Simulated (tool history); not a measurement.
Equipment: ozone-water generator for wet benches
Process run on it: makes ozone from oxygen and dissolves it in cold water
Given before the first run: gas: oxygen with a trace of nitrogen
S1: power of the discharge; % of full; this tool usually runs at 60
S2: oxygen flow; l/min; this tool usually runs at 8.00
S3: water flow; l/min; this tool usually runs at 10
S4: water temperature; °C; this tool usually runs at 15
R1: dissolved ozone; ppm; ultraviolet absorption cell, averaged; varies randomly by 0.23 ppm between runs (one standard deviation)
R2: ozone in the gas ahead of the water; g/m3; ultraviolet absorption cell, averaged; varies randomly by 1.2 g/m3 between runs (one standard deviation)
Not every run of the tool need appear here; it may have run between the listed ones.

run	hour	S1	S2	S3	S4	R1	R2
1	0.0	60	8.00	10	15	34.2	208.4
2	30.9	60	8.00	10	15	34.7	207.5
3	61.5	60	8.00	10	15	34.9	207.4
4	90.0	60	8.00	10	15	34.7	207.5
5	127.5	60	8.00	10	15	34.3	208.7
6	175.4	44	8.00	10	15	28.2	166.6
7	219.6	44	8.00	10	15	27.9	167.0
8	252.6	60	8.00	10	15	34.4	208.4
9	279.8	60	8.00	10	15	34.3	205.7
10	327.3	60	8.00	10	15	34.4	208.5
11	360.6	60	8.00	10	15	34.7	206.6
12	404.4	60	8.00	10	15	34.2	207.3
13	440.0	60	8.00	9	15	36.4	207.1
14	466.6	60	8.00	9	15	36.7	207.2
15	504.1	52	8.00	9	15	33.0	185.5
16	539.2	52	8.00	9	15	33.5	187.1
17	582.4	52	8.00	9	15	33.1	187.8
18	608.7	64	10.16	10	15	35.7	197.0
19	638.5	55	12.68	8	11	38.2	165.2
20	678.6	65	8.00	10	15	36.5	219.2
21	708.8	86	6.06	10	7	52.4	289.0
22	738.4	86	6.06	10	7	52.2	290.3
23	771.0	86	6.06	10	7	52.2	290.0
24	819.3	60	7.48	6	15	44.8	210.4
25	859.9	68	6.68	10	15	37.9	238.5
26	893.1	68	6.68	10	15	37.9	239.3
# hour 900.6: contactor cleaned
27	943.6	68	6.68	10	15	38.1	239.0
28	972.8	68	4.08	11	15	34.9	283.6
29	1017.8	51	8.00	10	12	33.0	181.0
30	1058.5	51	12.84	12	12	28.9	152.4
31	1095.9	51	11.79	10	15	29.4	158.1
32	1124.6	60	7.07	10	15	34.8	214.3

Below are 3 alternative next runs, each starting from the tool's condition after run 32. Predict each:
A	1174.9	60	4.95	7	15	?	?
B	1174.9	60	5.76	10	7	?	?
C	1174.9	62	8.00	10	15	?	?

run	R1	R2
A	43.1	242.7
B	40.8	226.6
C	35.5	206.7
Had the tool no hidden state, the same runs would have come out as:
run	R1	R2
A	43.1	249.8
B	40.8	233.2
C	35.5	212.8
